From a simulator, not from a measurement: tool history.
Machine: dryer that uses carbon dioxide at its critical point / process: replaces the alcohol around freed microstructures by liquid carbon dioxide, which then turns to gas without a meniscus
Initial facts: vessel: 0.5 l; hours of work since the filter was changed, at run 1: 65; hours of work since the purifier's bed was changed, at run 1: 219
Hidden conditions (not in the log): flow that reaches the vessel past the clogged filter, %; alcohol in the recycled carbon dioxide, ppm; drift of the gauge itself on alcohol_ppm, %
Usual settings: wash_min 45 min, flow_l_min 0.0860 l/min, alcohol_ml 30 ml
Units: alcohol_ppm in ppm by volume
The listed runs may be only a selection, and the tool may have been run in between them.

run,day,wash_min,flow_l_min,alcohol_ml,hours of work since the filter was changed,hours of work since the purifier's bed was changed,alcohol_ppm
1,0.000,45,0.0860,30,65,219,114
2,0.733,45,0.0860,30,77,231,117
3,1.233,45,0.0860,30,85,239,118
4,1.717,51,0.0860,30,93,247,66
5,2.054,45,0.0860,30,98,252,122
6,2.462,45,0.1296,30,105,259,30

Run 7 is up next; what results do you expect?
7,3.138,45,0.1296,30,116,269,?

{"run 7": {"alcohol_ppm": 43}}
Were there no unlogged condition in the tool, this run, its random variation unchanged, would have produced alcohol_ppm 9 ppm by volume.
